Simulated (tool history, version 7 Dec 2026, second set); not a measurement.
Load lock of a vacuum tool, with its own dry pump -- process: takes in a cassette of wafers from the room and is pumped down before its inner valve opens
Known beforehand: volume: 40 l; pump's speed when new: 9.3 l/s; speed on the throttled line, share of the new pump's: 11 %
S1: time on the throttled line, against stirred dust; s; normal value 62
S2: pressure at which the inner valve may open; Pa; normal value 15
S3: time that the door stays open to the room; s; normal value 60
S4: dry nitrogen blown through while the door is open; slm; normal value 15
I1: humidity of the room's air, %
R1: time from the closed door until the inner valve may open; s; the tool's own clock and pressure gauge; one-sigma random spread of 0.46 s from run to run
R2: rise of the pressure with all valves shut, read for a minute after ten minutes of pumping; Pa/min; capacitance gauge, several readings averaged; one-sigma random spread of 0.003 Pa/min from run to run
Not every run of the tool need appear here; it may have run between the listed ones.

{"run": 1, "hour": 0.0, "S1": 62, "S2": 15, "S3": 60, "S4": 15, "I1": 43.4, "R1": 94.6, "R2": 0.05}
{"run": 2, "hour": 60.4, "S1": 62, "S2": 15, "S3": 60, "S4": 15, "I1": 47.6, "R1": 94.5, "R2": 0.043}
{"run": 3, "hour": 161.8, "S1": 62, "S2": 15, "S3": 60, "S4": 15, "I1": 42.4, "R1": 94.6, "R2": 0.051}
{"run": 4, "hour": 231.1, "S1": 62, "S2": 15, "S3": 60, "S4": 15, "I1": 44.2, "R1": 95.1, "R2": 0.05}
{"run": 5, "hour": 338.7, "S1": 48, "S2": 15, "S3": 60, "S4": 15, "I1": 46.4, "R1": 82.3, "R2": 0.052}
{"run": 6, "hour": 405.6, "S1": 48, "S2": 15, "S3": 60, "S4": 15, "I1": 46.3, "R1": 81.5, "R2": 0.06}
{"run": 7, "hour": 509.2, "S1": 48, "S2": 15, "S3": 60, "S4": 15, "I1": 43.3, "R1": 81.7, "R2": 0.05}
{"run": 8, "hour": 618.8, "S1": 48, "S2": 15, "S3": 60, "S4": 15, "I1": 46.3, "R1": 82.7, "R2": 0.058}
{"run": 9, "hour": 726.8, "S1": 32, "S2": 21, "S3": 27, "S4": 8, "I1": 44, "R1": 66.5, "R2": 0.042}
{"run": 10, "hour": 820.8, "S1": 32, "S2": 21, "S3": 27, "S4": 8, "I1": 46.1, "R1": 66.3, "R2": 0.053}
{"run": 11, "hour": 911.6, "S1": 32, "S2": 21, "S3": 27, "S4": 8, "I1": 47, "R1": 66.2, "R2": 0.057}
{"run": 12, "hour": 957.0, "S1": 62, "S2": 22, "S3": 38, "S4": 15, "I1": 48.6, "R1": 92.5, "R2": 0.055}
{"run": 13, "hour": 1007.1, "S1": 87, "S2": 15, "S3": 60, "S4": 17, "I1": 41.9, "R1": 116.7, "R2": 0.065}
{"run": 14, "hour": 1093.6, "S1": 87, "S2": 15, "S3": 60, "S4": 17, "I1": 44.4, "R1": 117.8, "R2": 0.064}
{"run": 15, "hour": 1141.9, "S1": 88, "S2": 23, "S3": 164, "S4": 4, "I1": 41.4, "R1": 115.3, "R2": 0.097}
{"run": 16, "hour": 1246.6, "S1": 88, "S2": 23, "S3": 164, "S4": 4, "I1": 44.7, "R1": 114.9, "R2": 0.11}

What if the next run were any one of these 3? Each begins from the tool's condition after run 16:
{"run": "A", "hour": 1358.5, "S1": 109, "S2": 28, "S3": 60, "S4": 11, "I1": 45.8, "R1": "?", "R2": "?"}
{"run": "B", "hour": 1358.5, "S1": 88, "S2": 15, "S3": 164, "S4": 4, "I1": 45.6, "R1": "?", "R2": "?"}
{"run": "C", "hour": 1358.5, "S1": 88, "S2": 25, "S3": 40, "S4": 39, "I1": 44.4, "R1": "?", "R2": "?"}

run=A R1=133.6 R2=0.062
run=B R1=117.7 R2=0.106
run=C R1=116.2 R2=0.051
What these runs would have given with no unlogged condition in the tool:
run=A R1=132.6 R2=0.028
run=B R1=116.5 R2=0.072
run=C R1=115.1 R2=0.016

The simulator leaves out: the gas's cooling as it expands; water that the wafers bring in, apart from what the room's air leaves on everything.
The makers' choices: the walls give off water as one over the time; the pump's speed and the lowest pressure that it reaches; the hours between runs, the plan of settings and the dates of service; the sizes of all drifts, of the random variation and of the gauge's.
